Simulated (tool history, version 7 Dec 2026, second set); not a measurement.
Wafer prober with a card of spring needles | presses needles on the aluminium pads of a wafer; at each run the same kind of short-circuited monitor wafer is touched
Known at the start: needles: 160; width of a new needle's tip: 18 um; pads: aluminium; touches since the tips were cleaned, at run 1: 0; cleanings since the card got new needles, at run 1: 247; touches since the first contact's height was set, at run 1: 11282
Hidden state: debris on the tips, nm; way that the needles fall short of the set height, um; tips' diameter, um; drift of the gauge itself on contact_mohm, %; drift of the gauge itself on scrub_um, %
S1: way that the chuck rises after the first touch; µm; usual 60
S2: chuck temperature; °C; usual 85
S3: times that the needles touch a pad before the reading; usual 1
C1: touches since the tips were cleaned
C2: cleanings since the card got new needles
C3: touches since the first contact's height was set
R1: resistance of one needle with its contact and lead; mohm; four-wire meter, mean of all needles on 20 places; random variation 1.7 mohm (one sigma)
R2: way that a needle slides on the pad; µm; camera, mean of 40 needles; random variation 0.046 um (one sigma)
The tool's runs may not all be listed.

run,hour,S1,S2,S3,C1,C2,C3,R1,R2
1,0.0,60,85,1,0,247,11282,189,11.78
# hour 7.8: tips cleaned on abrasive film
# hour 15.6: tips cleaned on abrasive film
# hour 23.4: tips cleaned on abrasive film
# hour 31.2: tips cleaned on abrasive film
2,37.1,60,42,1,1890,251,22988,261,11.76
# hour 38.8: tips cleaned on abrasive film
# hour 46.6: tips cleaned on abrasive film
# hour 54.4: tips cleaned on abrasive film
# hour 60.6: tips cleaned on abrasive film
# hour 68.4: tips cleaned on abrasive film
3,72.5,60,85,2,1285,256,34089,220,11.72
# hour 75.7: tips cleaned on abrasive film
# hour 83.5: tips cleaned on abrasive film
# hour 91.3: tips cleaned on abrasive film
# hour 99.1: tips cleaned on abrasive film
# hour 106.9: tips cleaned on abrasive film
# hour 114.7: tips cleaned on abrasive film
4,116.6,60,34,1,620,262,47962,209,11.57
# hour 121.3: tips cleaned on abrasive film
# hour 129.1: tips cleaned on abrasive film
# hour 136.9: tips cleaned on abrasive film
# hour 144.7: tips cleaned on abrasive film
# hour 151.0: tips cleaned on abrasive film
# hour 158.8: tips cleaned on abrasive film
# hour 165.1: tips cleaned on abrasive film
# hour 171.6: tips cleaned on abrasive film
5,171.6,60,34,1,0,270,65243,179,11.49
# hour 179.4: tips cleaned on abrasive film
# hour 187.2: tips cleaned on abrasive film
# hour 195.0: tips cleaned on abrasive film
# hour 201.3: tips cleaned on abrasive film
# hour 209.1: tips cleaned on abrasive film
# hour 216.7: tips cleaned on abrasive film
6,216.7,63,85,1,0,276,79410,184,11.97
# hour 224.5: tips cleaned on abrasive film
# hour 232.3: tips cleaned on abrasive film
# hour 238.6: tips cleaned on abrasive film
7,243.4,63,85,1,1537,279,87819,242,11.84
# hour 245.0: tips cleaned on abrasive film
# hour 252.9: tips cleaned on abrasive film
# hour 260.7: tips cleaned on abrasive film
# hour 266.9: tips cleaned on abrasive film
# hour 274.7: tips cleaned on abrasive film
# hour 281.0: tips cleaned on abrasive film
8,283.2,63,85,1,693,285,100294,218,11.78
# hour 287.9: tips cleaned on abrasive film
# hour 295.7: tips cleaned on abrasive film
# hour 303.5: tips cleaned on abrasive film
# hour 309.7: tips cleaned on abrasive film
# hour 317.5: tips cleaned on abrasive film
# hour 325.3: tips cleaned on abrasive film
9,329.5,60,121,1,1329,291,114874,255,11.14
# hour 332.7: tips cleaned on abrasive film
# hour 339.0: tips cleaned on abrasive film
# hour 345.2: tips cleaned on abrasive film
# hour 353.0: tips cleaned on abrasive film
10,357.7,60,85,2,1508,295,123744,233,11.03
# hour 359.4: tips cleaned on abrasive film
# hour 367.2: tips cleaned on abrasive film
# hour 373.5: tips cleaned on abrasive film
# hour 381.3: tips cleaned on abrasive film
# hour 387.5: tips cleaned on abrasive film
11,389.8,52,85,3,718,300,133789,209,9.34
# hour 394.5: tips cleaned on abrasive film
# hour 402.3: tips cleaned on abrasive film
# hour 408.6: tips cleaned on abrasive film
# hour 410.4: height of the first contact set anew
# hour 416.7: tips cleaned on abrasive film
# hour 424.5: tips cleaned on abrasive film
# hour 430.7: tips cleaned on abrasive film
# hour 438.5: tips cleaned on abrasive film
12,443.3,52,85,3,1516,307,10350,224,10.25
# hour 444.9: tips cleaned on abrasive film
# hour 451.2: tips cleaned on abrasive film
# hour 459.0: tips cleaned on abrasive film
# hour 466.8: tips cleaned on abrasive film
# hour 474.6: tips cleaned on abrasive film
# hour 482.4: tips cleaned on abrasive film
13,483.3,56,65,2,296,313,22907,201,10.94
# hour 489.5: tips cleaned on abrasive film
# hour 497.3: tips cleaned on abrasive film
# hour 503.6: tips cleaned on abrasive film
# hour 515.6: card fitted with new needles
# hour 523.4: tips cleaned on abrasive film
# hour 530.5: tips cleaned on abrasive film
14,530.5,56,65,2,0,2,4673,176,11.07
# hour 536.7: tips cleaned on abrasive film
# hour 544.5: tips cleaned on abrasive film
# hour 550.8: tips cleaned on abrasive film
# hour 558.6: tips cleaned on abrasive film
# hour 566.4: tips cleaned on abrasive film
# hour 574.2: tips cleaned on abrasive film
15,575.3,51,85,2,349,8,18766,192,10.05
# hour 581.6: tips cleaned on abrasive film
# hour 589.4: tips cleaned on abrasive film
# hour 597.2: tips cleaned on abrasive film
# hour 605.0: tips cleaned on abrasive film
# hour 612.8: tips cleaned on abrasive film
# hour 620.6: tips cleaned on abrasive film
# hour 627.1: tips cleaned on abrasive film
16,627.1,55,106,2,0,15,35059,183,10.70
# hour 633.4: tips cleaned on abrasive film
# hour 641.2: tips cleaned on abrasive film
# hour 649.0: tips cleaned on abrasive film
# hour 656.8: tips cleaned on abrasive film
# hour 664.6: tips cleaned on abrasive film
# hour 670.9: tips cleaned on abrasive film
17,673.4,45,56,1,816,21,49620,219,8.59
# hour 678.2: tips cleaned on abrasive film
# hour 686.0: tips cleaned on abrasive film
# hour 693.8: tips cleaned on abrasive film
# hour 701.6: tips cleaned on abrasive film
18,706.6,45,56,1,1595,25,60049,252,8.60

How the hidden state differs across the entries between the runs, from the last listed run before each to the first after it:
Between runs 1 and 2: tips cleaned on abrasive film (hour 7.8); tips cleaned on abrasive film (hour 15.6); tips cleaned on abrasive film (hour 23.4); tips cleaned on abrasive film (hour 31.2)
  debris on the tips, nm: 2.2 -> 28.9; way that the needles fall short of the set height, um: 0.45 -> 0.81; tips' diameter, um: 25.17 -> 25.29
  measured less the result without the state, R1: +12 -> +92 mohm; R2: -0.09 -> -0.16 µm
Between runs 2 and 3: tips cleaned on abrasive film (hour 38.8); tips cleaned on abrasive film (hour 46.6); tips cleaned on abrasive film (hour 54.4); tips cleaned on abrasive film (hour 60.6); tips cleaned on abrasive film (hour 68.4)
  debris on the tips, nm: 28.9 -> 22.3; way that the needles fall short of the set height, um: 0.81 -> 1.21; tips' diameter, um: 25.29 -> 25.43
  measured less the result without the state, R1: +92 -> +43 mohm; R2: -0.16 -> -0.24 µm
Between runs 3 and 4: tips cleaned on abrasive film (hour 75.7); tips cleaned on abrasive film (hour 83.5); tips cleaned on abrasive film (hour 91.3); tips cleaned on abrasive film (hour 99.1); tips cleaned on abrasive film (hour 106.9); tips cleaned on abrasive film (hour 114.7)
  debris on the tips, nm: 22.3 -> 11; way that the needles fall short of the set height, um: 1.21 -> 1.68; tips' diameter, um: 25.43 -> 25.6
  measured less the result without the state, R1: +43 -> +40 mohm; R2: -0.24 -> -0.34 µm
Between runs 4 and 5: tips cleaned on abrasive film (hour 121.3); tips cleaned on abrasive film (hour 129.1); tips cleaned on abrasive film (hour 136.9); tips cleaned on abrasive film (hour 144.7); tips cleaned on abrasive film (hour 151.0); tips cleaned on abrasive film (hour 158.8); tips cleaned on abrasive film (hour 165.1); tips cleaned on abrasive film (hour 171.6)
  debris on the tips, nm: 11 -> 3; way that the needles fall short of the set height, um: 1.68 -> 2.31; tips' diameter, um: 25.6 -> 25.82
  measured less the result without the state, R1: +40 -> +15 mohm; R2: -0.34 -> -0.46 µm
Between runs 5 and 6: tips cleaned on abrasive film (hour 179.4); tips cleaned on abrasive film (hour 187.2); tips cleaned on abrasive film (hour 195.0); tips cleaned on abrasive film (hour 201.3); tips cleaned on abrasive film (hour 209.1); tips cleaned on abrasive film (hour 216.7)
  debris on the tips, nm: 3 -> 1.6; way that the needles fall short of the set height, um: 2.31 -> 2.82; tips' diameter, um: 25.82 -> 25.99
  measured less the result without the state, R1: +15 -> +11 mohm; R2: -0.46 -> -0.56 µm
Between runs 6 and 7: tips cleaned on abrasive film (hour 224.5); tips cleaned on abrasive film (hour 232.3); tips cleaned on abrasive film (hour 238.6)
  debris on the tips, nm: 1.6 -> 21.3; way that the needles fall short of the set height, um: 2.82 -> 3.06; tips' diameter, um: 25.99 -> 26.08
  measured less the result without the state, R1: +11 -> +67 mohm; R2: -0.56 -> -0.61 µm
Between runs 7 and 8: tips cleaned on abrasive film (hour 245.0); tips cleaned on abrasive film (hour 252.9); tips cleaned on abrasive film (hour 260.7); tips cleaned on abrasive film (hour 266.9); tips cleaned on abrasive film (hour 274.7); tips cleaned on abrasive film (hour 281.0)
  debris on the tips, nm: 21.3 -> 12.2; way that the needles fall short of the set height, um: 3.06 -> 3.52; tips' diameter, um: 26.08 -> 26.24
  measured less the result without the state, R1: +67 -> +42 mohm; R2: -0.61 -> -0.70 µm
Between runs 8 and 9: tips cleaned on abrasive film (hour 287.9); tips cleaned on abrasive film (hour 295.7); tips cleaned on abrasive film (hour 303.5); tips cleaned on abrasive film (hour 309.7); tips cleaned on abrasive film (hour 317.5); tips cleaned on abrasive film (hour 325.3)
  debris on the tips, nm: 12.2 -> 21.8; way that the needles fall short of the set height, um: 3.52 -> 3.97; tips' diameter, um: 26.24 -> 26.4
  measured less the result without the state, R1: +42 -> +75 mohm; R2: -0.70 -> -0.79 µm
Between runs 9 and 10: tips cleaned on abrasive film (hour 332.7); tips cleaned on abrasive film (hour 339.0); tips cleaned on abrasive film (hour 345.2); tips cleaned on abrasive film (hour 353.0)
  debris on the tips, nm: 21.8 -> 24.8; way that the needles fall short of the set height, um: 3.97 -> 4.29; tips' diameter, um: 26.4 -> 26.51
  measured less the result without the state, R1: +75 -> +57 mohm; R2: -0.79 -> -0.85 µm
Between runs 10 and 11: tips cleaned on abrasive film (hour 359.4); tips cleaned on abrasive film (hour 367.2); tips cleaned on abrasive film (hour 373.5); tips cleaned on abrasive film (hour 381.3); tips cleaned on abrasive film (hour 387.5)
  debris on the tips, nm: 24.8 -> 12.9; way that the needles fall short of the set height, um: 4.29 -> 4.65; tips' diameter, um: 26.51 -> 26.63
  measured less the result without the state, R1: +57 -> +31 mohm; R2: -0.85 -> -0.92 µm
Between runs 11 and 12: tips cleaned on abrasive film (hour 394.5); tips cleaned on abrasive film (hour 402.3); tips cleaned on abrasive film (hour 408.6); height of the first contact set anew (hour 410.4); tips cleaned on abrasive film (hour 416.7); tips cleaned on abrasive film (hour 424.5); tips cleaned on abrasive film (hour 430.7); tips cleaned on abrasive film (hour 438.5)
  debris on the tips, nm: 12.9 -> 25.6; way that the needles fall short of the set height, um: 4.65 -> 0.38; tips' diameter, um: 26.63 -> 26.86
  measured less the result without the state, R1: +31 -> +44 mohm; R2: -0.92 -> -0.07 µm
Between runs 12 and 13: tips cleaned on abrasive film (hour 444.9); tips cleaned on abrasive film (hour 451.2); tips cleaned on abrasive film (hour 459.0); tips cleaned on abrasive film (hour 466.8); tips cleaned on abrasive film (hour 474.6); tips cleaned on abrasive film (hour 482.4)
  debris on the tips, nm: 25.6 -> 8.2; way that the needles fall short of the set height, um: 0.38 -> 0.88; tips' diameter, um: 26.86 -> 27.04
  measured less the result without the state, R1: +44 -> +25 mohm; R2: -0.07 -> -0.18 µm
Between runs 13 and 14: tips cleaned on abrasive film (hour 489.5); tips cleaned on abrasive film (hour 497.3); tips cleaned on abrasive film (hour 503.6); card fitted with new needles (hour 515.6); tips cleaned on abrasive film (hour 523.4); tips cleaned on abrasive film (hour 530.5)
  debris on the tips, nm: 8.2 -> 2.7; way that the needles fall short of the set height, um: 0.88 -> 0.17; tips' diameter, um: 27.04 -> 18.06
  measured less the result without the state, R1: +25 -> +3 mohm; R2: -0.18 -> -0.03 µm
Between runs 14 and 15: tips cleaned on abrasive film (hour 536.7); tips cleaned on abrasive film (hour 544.5); tips cleaned on abrasive film (hour 550.8); tips cleaned on abrasive film (hour 558.6); tips cleaned on abrasive film (hour 566.4); tips cleaned on abrasive film (hour 574.2)
  debris on the tips, nm: 2.7 -> 9.5; way that the needles fall short of the set height, um: 0.17 -> 0.62; tips' diameter, um: 18.06 -> 18.22
  measured less the result without the state, R1: +3 -> +12 mohm; R2: -0.03 -> -0.13 µm
Between runs 15 and 16: tips cleaned on abrasive film (hour 581.6); tips cleaned on abrasive film (hour 589.4); tips cleaned on abrasive film (hour 597.2); tips cleaned on abrasive film (hour 605.0); tips cleaned on abrasive film (hour 612.8); tips cleaned on abrasive film (hour 620.6); tips cleaned on abrasive film (hour 627.1)
  debris on the tips, nm: 9.5 -> 2.1; way that the needles fall short of the set height, um: 0.62 -> 1.11; tips' diameter, um: 18.22 -> 18.39
  measured less the result without the state, R1: +12 -> +3 mohm; R2: -0.13 -> -0.22 µm
Between runs 16 and 17: tips cleaned on abrasive film (hour 633.4); tips cleaned on abrasive film (hour 641.2); tips cleaned on abrasive film (hour 649.0); tips cleaned on abrasive film (hour 656.8); tips cleaned on abrasive film (hour 664.6); tips cleaned on abrasive film (hour 670.9)
  debris on the tips, nm: 2.1 -> 14.6; way that the needles fall short of the set height, um: 1.11 -> 1.57; tips' diameter, um: 18.39 -> 18.55
  measured less the result without the state, R1: +3 -> +46 mohm; R2: -0.22 -> -0.31 µm
Between runs 17 and 18: tips cleaned on abrasive film (hour 678.2); tips cleaned on abrasive film (hour 686.0); tips cleaned on abrasive film (hour 693.8); tips cleaned on abrasive film (hour 701.6)
  debris on the tips, nm: 14.6 -> 24.3; way that the needles fall short of the set height, um: 1.57 -> 1.89; tips' diameter, um: 18.55 -> 18.66
  measured less the result without the state, R1: +46 -> +78 mohm; R2: -0.31 -> -0.38 µm

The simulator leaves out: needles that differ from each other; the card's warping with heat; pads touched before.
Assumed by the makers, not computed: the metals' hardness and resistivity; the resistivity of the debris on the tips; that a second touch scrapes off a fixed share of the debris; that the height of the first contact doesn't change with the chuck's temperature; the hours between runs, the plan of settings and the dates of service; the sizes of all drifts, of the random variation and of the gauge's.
